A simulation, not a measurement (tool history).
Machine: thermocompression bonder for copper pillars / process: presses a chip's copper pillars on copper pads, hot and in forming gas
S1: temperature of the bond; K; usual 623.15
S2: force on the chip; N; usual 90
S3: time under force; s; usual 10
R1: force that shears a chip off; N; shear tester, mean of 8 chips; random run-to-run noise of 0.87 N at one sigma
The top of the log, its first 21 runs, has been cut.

run,hour,S1,S2,S3,R1
22,643.7,631.15,72,17,82.3
23,669.7,621.15,55,10,49.6
24,704.2,649.15,55,12,70.2
25,734,638.15,84,6,65.4
26,778.3,598.15,96,6,47.3
27,799.1,623.15,100,10,75.3
# hour 813.5: heater calibrated with a thermocouple chip
28,827.9,623.15,100,10,69.8
29,855.3,629.15,100,6,61.2
30,896.1,645.15,134,6,85.9

Branching from run 30: 4 alternative next runs. What would each branch give?
A,926,625.15,56,9,?
B,926,623.15,90,19,?
C,926,623.15,97,10,?
D,926,602.15,58,13,?

run,R1
A,44.8
B,80.8
C,68.2
D,42.1
The same runs, with their run-to-run variation unchanged, on a tool lacking any hidden condition would have given:
run,R1
A,49.7
B,89
C,75.3
D,46.7
